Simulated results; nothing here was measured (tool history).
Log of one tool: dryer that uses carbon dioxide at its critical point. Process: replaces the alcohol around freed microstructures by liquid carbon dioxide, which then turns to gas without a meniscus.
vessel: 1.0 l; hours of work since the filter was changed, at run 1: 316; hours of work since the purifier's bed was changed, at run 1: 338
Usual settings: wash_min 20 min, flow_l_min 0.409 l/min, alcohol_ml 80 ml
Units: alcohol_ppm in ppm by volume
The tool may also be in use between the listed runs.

run   hour  wash_min  flow_l_min  alcohol_ml  hours of work since the filter was changed  hours of work since the purifier's bed was changed  alcohol_ppm
  1    0.0        20       0.409          80                                         316                                                 338          157
  2   11.2        20       0.409          61                                         324                                                 346          137
  3   21.0        20       0.409          61                                         331                                                 352          127
  4   26.3        20       0.409          61                                         334                                                 356          128
  5   33.1        20       0.409          61                                         339                                                 361          133
  6   46.1        20       0.409          61                                         348                                                 370          131
  7   52.4        20       0.409          61                                         353                                                 374          130
  8   58.8        12       0.409          80                                         357                                                 379         1781
  9   70.0        12       0.409          80                                         365                                                 387         1771
 10   81.7        12       0.409          80                                         373                                                 395         1799
      84.3  -- inlet filter changed
 11   89.2        12       0.409          80                                           3                                                 400         1363
 12   97.4        12       0.409          80                                           9                                                 405         1399
 13  105.6        12       0.409          80                                          15                                                 411         1350
 14  117.3        12       0.409          80                                          23                                                 419         1380
 15  127.2        20       0.342          80                                          30                                                 426          328
 16  139.3        20       0.357          80                                          39                                                 435          267
 17  152.0        25       0.409          80                                          47                                                 444           58
 18  159.4        20       0.409          80                                          53                                                 449          145
 19  171.9        20       0.409          80                                          61                                                 458          136
 20  182.4        20       0.294          80                                          69                                                 465          733
 21  192.3        20       0.294          80                                          76                                                 472          747
 22  204.3        27       0.294          80                                          84                                                 480          170
 23  213.8        20       0.409          95                                          91                                                 487          159
 24  226.0        20       0.338          37                                          99                                                 496          200
 25  233.9        20       0.338          27                                         105                                                 501          155
 26  239.8        20       0.338          27                                         109                                                 505          150
 27  247.4        20       0.338          27                                         114                                                 511          145
 28  259.2        13       0.391          62                                         123                                                 519         1036
 29  267.4        14       0.378          49                                         128                                                 525          708
 30  276.2        20       0.409          79                                         135                                                 531          148
 31  282.8        20       0.399          80                                         139                                                 535          168
 32  288.3        13       0.336          80                                         143                                                 539         2439
 33  293.8        13       0.336          80                                         147                                                 543         2415

The next listed run, before its measurement:
 34  306.8        18       0.319          95                                         156                                                 552            ?

alcohol_ppm: 1007 ppm by volume
Without the tool's hidden state the same run would have given alcohol_ppm 850 ppm by volume.
